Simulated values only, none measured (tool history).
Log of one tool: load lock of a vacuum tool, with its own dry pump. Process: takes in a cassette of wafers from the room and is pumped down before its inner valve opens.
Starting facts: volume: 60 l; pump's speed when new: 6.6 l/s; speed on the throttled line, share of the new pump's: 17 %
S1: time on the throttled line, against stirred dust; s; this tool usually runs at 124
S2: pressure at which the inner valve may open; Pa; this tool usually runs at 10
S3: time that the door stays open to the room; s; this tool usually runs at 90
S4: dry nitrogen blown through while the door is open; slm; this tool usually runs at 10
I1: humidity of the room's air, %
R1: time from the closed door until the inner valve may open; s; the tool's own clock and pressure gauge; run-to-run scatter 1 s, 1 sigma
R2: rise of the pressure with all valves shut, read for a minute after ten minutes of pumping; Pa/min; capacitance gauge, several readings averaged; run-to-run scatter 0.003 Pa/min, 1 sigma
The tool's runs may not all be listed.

Run 1, day 0.000: usual settings; I1 44.6. Result: R1 191.3 s, R2 0.039 Pa/min.
Run 2, day 6.475: usual settings; I1 42.8. Result: R1 190.4 s, R2 0.034 Pa/min.
Run 3, day 19.688: usual settings; I1 44.5. Result: R1 191.3 s, R2 0.037 Pa/min.
Run 4, day 30.846: usual settings; I1 45.7. Result: R1 190.9 s, R2 0.046 Pa/min.
Run 5, day 38.508: usual settings; I1 40.1. Result: R1 190.0 s, R2 0.039 Pa/min.
Run 6, day 44.767: usual settings; I1 46.5. Result: R1 190.1 s, R2 0.046 Pa/min.
Run 7, day 57.383: usual settings but S3 94 s; I1 46.3. Result: R1 191.6 s, R2 0.042 Pa/min.
Run 8, day 71.104: usual settings but S3 94 s; I1 48.2. Result: R1 193.5 s, R2 0.049 Pa/min.
Run 9, day 84.525: usual settings but S3 94 s, S4 16 slm; I1 44.2. Result: R1 190.3 s, R2 0.043 Pa/min.
Run 10, day 96.879: usual settings but S3 94 s, S4 16 slm; I1 48.5. Result: R1 189.9 s, R2 0.050 Pa/min.
Run 11, day 109.421: usual settings but S2 7 Pa; I1 45.0. Result: R1 195.5 s, R2 0.050 Pa/min.
Run 12, day 122.083: usual settings but S1 128 s, S2 13 Pa, S3 182 s, S4 5 slm; I1 47.0. Result: R1 193.8 s, R2 0.070 Pa/min.
Run 13, day 130.838: usual settings but S1 128 s, S2 13 Pa, S3 182 s, S4 5 slm; I1 41.9. Result: R1 192.9 s, R2 0.059 Pa/min.
Run 14, day 145.779: usual settings but S1 128 s, S2 13 Pa, S3 182 s, S4 5 slm; I1 46.4. Result: R1 193.6 s, R2 0.070 Pa/min.

Forecast run 15:
Run 15, day 155.496: usual settings but S1 81 s, S2 8 Pa; I1 44.5. Result: R1 ?, R2 ?.

Run 15 measured R1 158.9 s, R2 0.059 Pa/min.
Minus the tool's unlogged condition, the same run would have read R1 154.1 s, R2 0.043 Pa/min.
